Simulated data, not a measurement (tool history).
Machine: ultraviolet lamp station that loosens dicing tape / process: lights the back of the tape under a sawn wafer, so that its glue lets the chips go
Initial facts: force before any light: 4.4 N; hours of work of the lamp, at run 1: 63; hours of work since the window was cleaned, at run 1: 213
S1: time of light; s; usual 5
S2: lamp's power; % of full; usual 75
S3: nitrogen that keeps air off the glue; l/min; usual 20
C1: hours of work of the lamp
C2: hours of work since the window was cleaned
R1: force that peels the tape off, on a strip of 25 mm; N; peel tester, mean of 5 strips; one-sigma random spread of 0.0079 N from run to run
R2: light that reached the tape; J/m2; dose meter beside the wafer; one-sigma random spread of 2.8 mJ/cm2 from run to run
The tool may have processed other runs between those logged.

{"run": 1, "hour": 0.0, "S1": 5, "S2": 75, "S3": 20, "C1": 63, "C2": 213, "R1": 0.411, "R2": 3260}
{"hour": 6.8, "done": "window cleaned of glue's vapour"}
{"run": 2, "hour": 12.9, "S1": 5, "S2": 75, "S3": 20, "C1": 69, "C2": 3, "R1": 0.323, "R2": 3880}
{"run": 3, "hour": 18.4, "S1": 5, "S2": 75, "S3": 20, "C1": 71, "C2": 5, "R1": 0.304, "R2": 3850}
{"run": 4, "hour": 31.0, "S1": 2, "S2": 75, "S3": 20, "C1": 77, "C2": 11, "R1": 1.271, "R2": 1520}
{"run": 5, "hour": 43.3, "S1": 2, "S2": 75, "S3": 8, "C1": 83, "C2": 16, "R1": 1.65, "R2": 1520}
{"run": 6, "hour": 54.4, "S1": 4, "S2": 75, "S3": 20, "C1": 88, "C2": 21, "R1": 0.484, "R2": 3030}
{"run": 7, "hour": 63.5, "S1": 5, "S2": 75, "S3": 27, "C1": 92, "C2": 25, "R1": 0.303, "R2": 3840}
{"run": 8, "hour": 73.6, "S1": 5, "S2": 75, "S3": 27, "C1": 96, "C2": 30, "R1": 0.298, "R2": 3820}
{"run": 9, "hour": 80.4, "S1": 8, "S2": 75, "S3": 20, "C1": 99, "C2": 33, "R1": 0.197, "R2": 6040}
{"run": 10, "hour": 91.5, "S1": 8, "S2": 75, "S3": 20, "C1": 104, "C2": 38, "R1": 0.199, "R2": 6020}
{"run": 11, "hour": 100.4, "S1": 5, "S2": 75, "S3": 20, "C1": 108, "C2": 42, "R1": 0.345, "R2": 3760}
{"run": 12, "hour": 110.0, "S1": 5, "S2": 75, "S3": 10, "C1": 112, "C2": 46, "R1": 0.453, "R2": 3800}
{"run": 13, "hour": 120.6, "S1": 5, "S2": 75, "S3": 7, "C1": 117, "C2": 51, "R1": 0.546, "R2": 3710}
{"run": 14, "hour": 130.9, "S1": 5, "S2": 75, "S3": 7, "C1": 122, "C2": 55, "R1": 0.545, "R2": 3760}
{"run": 15, "hour": 137.4, "S1": 5, "S2": 78, "S3": 15, "C1": 125, "C2": 58, "R1": 0.357, "R2": 3780}
{"run": 16, "hour": 143.0, "S1": 5, "S2": 65, "S3": 40, "C1": 127, "C2": 61, "R1": 0.373, "R2": 3140}
{"run": 17, "hour": 152.7, "S1": 5, "S2": 65, "S3": 40, "C1": 131, "C2": 65, "R1": 0.364, "R2": 3130}
{"run": 18, "hour": 162.8, "S1": 6, "S2": 75, "S3": 6, "C1": 136, "C2": 70, "R1": 0.427, "R2": 4340}
{"run": 19, "hour": 170.8, "S1": 5, "S2": 65, "S3": 20, "C1": 140, "C2": 73, "R1": 0.468, "R2": 3150}
{"run": 20, "hour": 177.9, "S1": 5, "S2": 100, "S3": 29, "C1": 143, "C2": 76, "R1": 0.231, "R2": 4850}
{"run": 21, "hour": 188.0, "S1": 5, "S2": 100, "S3": 29, "C1": 147, "C2": 81, "R1": 0.23, "R2": 4850}
{"run": 22, "hour": 196.3, "S1": 5, "S2": 61, "S3": 31, "C1": 151, "C2": 85, "R1": 0.434, "R2": 2890}
{"run": 23, "hour": 207.4, "S1": 5, "S2": 94, "S3": 31, "C1": 156, "C2": 90, "R1": 0.234, "R2": 4530}
{"run": 24, "hour": 215.5, "S1": 3, "S2": 64, "S3": 12, "C1": 159, "C2": 93, "R1": 1.243, "R2": 1790}
{"run": 25, "hour": 225.9, "S1": 3, "S2": 64, "S3": 12, "C1": 164, "C2": 98, "R1": 1.261, "R2": 1830}
{"run": 26, "hour": 232.2, "S1": 3, "S2": 64, "S3": 12, "C1": 167, "C2": 101, "R1": 1.232, "R2": 1820}

Branching from run 26: 3 alternative next runs. What would each branch give?
{"run": "A", "hour": 241.6, "S1": 7, "S2": 88, "S3": 12, "C1": 171, "C2": 105, "R1": "?", "R2": "?"}
{"run": "B", "hour": 241.6, "S1": 8, "S2": 61, "S3": 8, "C1": 171, "C2": 105, "R1": "?", "R2": "?"}
{"run": "C", "hour": 241.6, "S1": 5, "S2": 66, "S3": 12, "C1": 171, "C2": 105, "R1": "?", "R2": "?"}

run=A R1=0.235 R2=5770
run=B R1=0.357 R2=4590
run=C R1=0.547 R2=3080
Without the tool's hidden state the same runs would have given:
run=A R1=0.214 R2=6520
run=B R1=0.297 R2=5180
run=C R1=0.448 R2=3480
